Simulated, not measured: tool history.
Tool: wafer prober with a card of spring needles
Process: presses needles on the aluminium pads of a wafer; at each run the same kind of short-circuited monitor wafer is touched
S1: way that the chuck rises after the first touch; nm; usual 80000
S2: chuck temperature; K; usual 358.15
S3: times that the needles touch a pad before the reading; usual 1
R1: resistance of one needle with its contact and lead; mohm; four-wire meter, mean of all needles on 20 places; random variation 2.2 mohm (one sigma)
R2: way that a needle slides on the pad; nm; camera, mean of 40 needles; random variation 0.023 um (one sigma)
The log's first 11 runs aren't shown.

{"hour": 278.7, "done": "tips cleaned on abrasive film"}
{"run": 12, "hour": 289.4, "S1": 80000, "S2": 358.15, "S3": 1, "R1": 263, "R2": 16680}
{"hour": 306.7, "done": "tips cleaned on abrasive film"}
{"run": 13, "hour": 315.2, "S1": 94000, "S2": 358.15, "S3": 1, "R1": 260, "R2": 19590}
{"run": 14, "hour": 330.2, "S1": 94000, "S2": 358.15, "S3": 1, "R1": 263, "R2": 19610}
{"hour": 335.0, "done": "tips cleaned on abrasive film"}
{"run": 15, "hour": 354.7, "S1": 94000, "S2": 358.15, "S3": 1, "R1": 265, "R2": 19560}
{"hour": 364.1, "done": "tips cleaned on abrasive film"}
{"run": 16, "hour": 385.2, "S1": 94000, "S2": 358.15, "S3": 1, "R1": 265, "R2": 19570}
{"hour": 392.8, "done": "tips cleaned on abrasive film"}
{"run": 17, "hour": 418.4, "S1": 94000, "S2": 326.15, "S3": 1, "R1": 266, "R2": 19520}
{"hour": 421.5, "done": "tips cleaned on abrasive film"}
{"hour": 449.9, "done": "tips cleaned on abrasive film"}
{"run": 18, "hour": 453.3, "S1": 67000, "S2": 326.15, "S3": 1, "R1": 256, "R2": 13820}
{"hour": 477.5, "done": "tips cleaned on abrasive film"}
{"run": 19, "hour": 483.6, "S1": 79000, "S2": 318.15, "S3": 1, "R1": 250, "R2": 16360}
{"hour": 502.1, "done": "height of the first contact set anew"}
{"run": 20, "hour": 504.9, "S1": 97000, "S2": 358.15, "S3": 1, "R1": 269, "R2": 20560}
{"hour": 508.0, "done": "tips cleaned on abrasive film"}
{"hour": 535.7, "done": "tips cleaned on abrasive film"}
{"run": 21, "hour": 538.7, "S1": 97000, "S2": 358.15, "S3": 1, "R1": 250, "R2": 20480}
{"hour": 564.9, "done": "tips cleaned on abrasive film"}
{"run": 22, "hour": 569.9, "S1": 97000, "S2": 358.15, "S3": 1, "R1": 252, "R2": 20490}
{"run": 23, "hour": 587.6, "S1": 97000, "S2": 358.15, "S3": 1, "R1": 264, "R2": 20490}
{"hour": 594.6, "done": "tips cleaned on abrasive film"}
{"hour": 622.0, "done": "tips cleaned on abrasive film"}
{"run": 24, "hour": 623.9, "S1": 97000, "S2": 358.15, "S3": 1, "R1": 252, "R2": 20430}
{"hour": 649.7, "done": "tips cleaned on abrasive film"}
{"run": 25, "hour": 660.0, "S1": 97000, "S2": 358.15, "S3": 2, "R1": 255, "R2": 20480}
{"hour": 677.5, "done": "tips cleaned on abrasive film"}
{"run": 26, "hour": 685.6, "S1": 80000, "S2": 302.15, "S3": 2, "R1": 248, "R2": 16840}
{"hour": 706.3, "done": "tips cleaned on abrasive film"}
{"run": 27, "hour": 712.7, "S1": 72000, "S2": 333.15, "S3": 2, "R1": 250, "R2": 15120}
{"hour": 733.8, "done": "tips cleaned on abrasive film"}
{"run": 28, "hour": 747.1, "S1": 72000, "S2": 333.15, "S3": 2, "R1": 258, "R2": 15120}
{"hour": 762.4, "done": "tips cleaned on abrasive film"}
{"run": 29, "hour": 770.5, "S1": 75000, "S2": 299.15, "S3": 1, "R1": 253, "R2": 15740}
{"hour": 791.4, "done": "tips cleaned on abrasive film"}
{"run": 30, "hour": 803.5, "S1": 75000, "S2": 299.15, "S3": 1, "R1": 258, "R2": 15670}
{"hour": 818.8, "done": "tips cleaned on abrasive film"}
{"run": 31, "hour": 834.6, "S1": 80000, "S2": 321.15, "S3": 1, "R1": 264, "R2": 16730}
{"hour": 848.8, "done": "tips cleaned on abrasive film"}
{"run": 32, "hour": 861.0, "S1": 80000, "S2": 321.15, "S3": 1, "R1": 264, "R2": 16690}

5 ways to go on from here, each from the tool as it stands after run 32. What would each give?
{"hour": 878.4, "done": "tips cleaned on abrasive film"}
{"run": "A", "hour": 893.8, "S1": 80000, "S2": 358.15, "S3": 1, "R1": "?", "R2": "?"}
{"hour": 878.4, "done": "tips cleaned on abrasive film"}
{"run": "B", "hour": 893.8, "S1": 89000, "S2": 336.15, "S3": 3, "R1": "?", "R2": "?"}
{"hour": 878.4, "done": "tips cleaned on abrasive film"}
{"run": "C", "hour": 893.8, "S1": 85000, "S2": 356.15, "S3": 2, "R1": "?", "R2": "?"}
{"hour": 878.4, "done": "tips cleaned on abrasive film"}
{"run": "D", "hour": 893.8, "S1": 86000, "S2": 354.15, "S3": 1, "R1": "?", "R2": "?"}
{"hour": 878.4, "done": "tips cleaned on abrasive film"}
{"run": "E", "hour": 893.8, "S1": 73000, "S2": 321.15, "S3": 1, "R1": "?", "R2": "?"}

run=A R1=272 R2=16690
run=B R1=253 R2=18580
run=C R1=261 R2=17720
run=D R1=271 R2=17960
run=E R1=268 R2=15190
Without the tool's hidden state the same runs would have given:
run=A R1=250 R2=16940
run=B R1=246 R2=18830
run=C R1=249 R2=17980
run=D R1=251 R2=18220
run=E R1=241 R2=15440
